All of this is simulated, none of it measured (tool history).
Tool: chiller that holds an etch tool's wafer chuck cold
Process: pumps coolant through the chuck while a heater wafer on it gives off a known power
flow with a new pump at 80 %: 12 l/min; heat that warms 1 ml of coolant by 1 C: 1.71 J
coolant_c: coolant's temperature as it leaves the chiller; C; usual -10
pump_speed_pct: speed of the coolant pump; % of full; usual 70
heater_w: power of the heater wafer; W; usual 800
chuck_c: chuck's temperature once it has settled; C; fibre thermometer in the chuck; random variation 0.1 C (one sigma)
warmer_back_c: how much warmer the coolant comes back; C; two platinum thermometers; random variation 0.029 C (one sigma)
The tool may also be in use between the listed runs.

run   hour  coolant_c  pump_speed_pct  heater_w  chuck_c  warmer_back_c
  1    0.0        -10              70       800      0.3           2.71
  2   99.2        -10              70       800      0.5           2.68
  3  167.9        -10              77       800     -0.5           2.45
  4  259.9        -10              77       800     -0.5           2.41
  5  346.6        -10              77       800     -0.4           2.47
     419.0  -- chiller's thermometer calibrated
  6  441.5        -10              70       800      0.4           2.73
  7  553.1        -10              70       800      0.3           2.68
  8  635.5        -10              70       800      0.3           2.71
  9  734.9        -10              70       800      0.0           2.72

Run 10 comes next. What will it give?
 10  827.8        -10              70       800        ?              ?

{"run 10": {"chuck_c": 0.3, "warmer_back_c": 2.69}}
Without the tool's hidden state the same run would have given chuck_c 0.3 C, warmer_back_c 2.69 C.

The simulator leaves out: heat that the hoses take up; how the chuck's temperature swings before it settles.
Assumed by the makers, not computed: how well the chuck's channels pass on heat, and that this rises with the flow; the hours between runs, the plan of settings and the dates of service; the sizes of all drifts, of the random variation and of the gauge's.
